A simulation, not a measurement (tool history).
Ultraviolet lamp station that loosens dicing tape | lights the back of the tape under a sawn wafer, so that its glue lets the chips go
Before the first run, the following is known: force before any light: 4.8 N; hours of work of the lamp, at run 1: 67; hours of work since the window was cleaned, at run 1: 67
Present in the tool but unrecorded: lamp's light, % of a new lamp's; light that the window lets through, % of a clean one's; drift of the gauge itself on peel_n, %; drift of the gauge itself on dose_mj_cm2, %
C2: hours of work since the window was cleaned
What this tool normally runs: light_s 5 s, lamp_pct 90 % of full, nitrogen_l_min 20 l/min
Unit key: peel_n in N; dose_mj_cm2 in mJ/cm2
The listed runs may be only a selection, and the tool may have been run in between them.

run 1 day=0.000 | light_s=5 lamp_pct=90 nitrogen_l_min=20 | hours_of_work_of_the_lamp=67 C2=67 | peel_n=0.350 dose_mj_cm2=662
run 2 day=1.317 | light_s=5 lamp_pct=90 nitrogen_l_min=20 | hours_of_work_of_the_lamp=88 C2=88 | peel_n=0.341 dose_mj_cm2=659
run 3 day=2.829 | light_s=5 lamp_pct=63 nitrogen_l_min=20 | hours_of_work_of_the_lamp=113 C2=113 | peel_n=0.715 dose_mj_cm2=460
run 4 day=4.517 | light_s=5 lamp_pct=63 nitrogen_l_min=20 | hours_of_work_of_the_lamp=140 C2=140 | peel_n=0.692 dose_mj_cm2=458
run 5 day=5.508 | light_s=5 lamp_pct=63 nitrogen_l_min=20 | hours_of_work_of_the_lamp=156 C2=156 | peel_n=0.717 dose_mj_cm2=460
run 6 day=6.504 | light_s=2 lamp_pct=62 nitrogen_l_min=20 | hours_of_work_of_the_lamp=172 C2=172 | peel_n=2.206 dose_mj_cm2=184
run 7 day=8.471 | light_s=2 lamp_pct=62 nitrogen_l_min=20 | hours_of_work_of_the_lamp=203 C2=203 | peel_n=2.230 dose_mj_cm2=183
run 8 day=10.021 | light_s=5 lamp_pct=80 nitrogen_l_min=7 | hours_of_work_of_the_lamp=228 C2=228 | peel_n=0.717 dose_mj_cm2=584
run 9 day=11.654 | light_s=5 lamp_pct=90 nitrogen_l_min=20 | hours_of_work_of_the_lamp=255 C2=255 | peel_n=0.358 dose_mj_cm2=659
run 10 day=13.029 | light_s=3 lamp_pct=66 nitrogen_l_min=20 | hours_of_work_of_the_lamp=277 C2=277 | peel_n=1.389 dose_mj_cm2=288

Here are 4 independent what-if runs from the current tool condition. What would each one return?
run A day=15.008 | light_s=5 lamp_pct=90 nitrogen_l_min=8 | hours_of_work_of_the_lamp=309 C2=309 | peel_n=? dose_mj_cm2=?
run B day=15.008 | light_s=5 lamp_pct=68 nitrogen_l_min=32 | hours_of_work_of_the_lamp=309 C2=309 | peel_n=? dose_mj_cm2=?
run C day=15.008 | light_s=5 lamp_pct=65 nitrogen_l_min=20 | hours_of_work_of_the_lamp=309 C2=309 | peel_n=? dose_mj_cm2=?
run D day=15.008 | light_s=3 lamp_pct=67 nitrogen_l_min=14 | hours_of_work_of_the_lamp=309 C2=309 | peel_n=? dose_mj_cm2=?

run=A peel_n=0.510 dose_mj_cm2=652
run=B peel_n=0.547 dose_mj_cm2=498
run=C peel_n=0.671 dose_mj_cm2=474
run=D peel_n=1.476 dose_mj_cm2=293
Take away the tool's hidden state, keep each run's random variation, and the runs would have read:
run=A peel_n=0.509 dose_mj_cm2=661
run=B peel_n=0.546 dose_mj_cm2=505
run=C peel_n=0.669 dose_mj_cm2=480
run=D peel_n=1.474 dose_mj_cm2=297

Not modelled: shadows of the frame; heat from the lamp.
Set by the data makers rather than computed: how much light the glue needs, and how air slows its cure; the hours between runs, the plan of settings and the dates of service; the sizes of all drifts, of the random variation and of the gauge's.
